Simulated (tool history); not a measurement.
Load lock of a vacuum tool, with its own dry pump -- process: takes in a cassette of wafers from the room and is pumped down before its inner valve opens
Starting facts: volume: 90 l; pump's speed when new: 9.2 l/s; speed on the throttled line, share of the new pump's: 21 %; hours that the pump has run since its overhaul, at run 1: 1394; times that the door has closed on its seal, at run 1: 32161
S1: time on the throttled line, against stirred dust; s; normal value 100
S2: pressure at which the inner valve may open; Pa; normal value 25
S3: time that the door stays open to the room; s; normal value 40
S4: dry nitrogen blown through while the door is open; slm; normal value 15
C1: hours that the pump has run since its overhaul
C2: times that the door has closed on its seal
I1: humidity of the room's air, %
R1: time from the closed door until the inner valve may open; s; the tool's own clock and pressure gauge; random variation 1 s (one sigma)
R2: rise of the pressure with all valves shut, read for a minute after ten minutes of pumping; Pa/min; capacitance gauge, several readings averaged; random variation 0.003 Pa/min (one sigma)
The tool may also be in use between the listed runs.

run,day,S1,S2,S3,S4,C1,C2,I1,R1,R2
1,0.000,100,25,40,15,1394,32161,47.9,159.7,0.025
2,12.846,100,25,40,15,1702,33338,44.3,158.5,0.020
3,23.150,100,25,40,15,1950,34282,40.4,159.4,0.021
4,36.217,100,25,40,15,2263,35479,41.8,159.7,0.017
5,45.638,100,25,40,15,2489,36342,45.2,158.6,0.020
6,59.058,55,23,40,4,2811,37572,42.2,125.3,0.030

What does the tool deliver on the next run?
7,67.367,116,43,40,15,3011,38333,47.8,?,?

R1: 166.8 s
R2: 0.014 Pa/min
With the hidden condition absent and the run-to-run variation left alone, this run would have shown R1 166.8 s, R2 0.012 Pa/min.

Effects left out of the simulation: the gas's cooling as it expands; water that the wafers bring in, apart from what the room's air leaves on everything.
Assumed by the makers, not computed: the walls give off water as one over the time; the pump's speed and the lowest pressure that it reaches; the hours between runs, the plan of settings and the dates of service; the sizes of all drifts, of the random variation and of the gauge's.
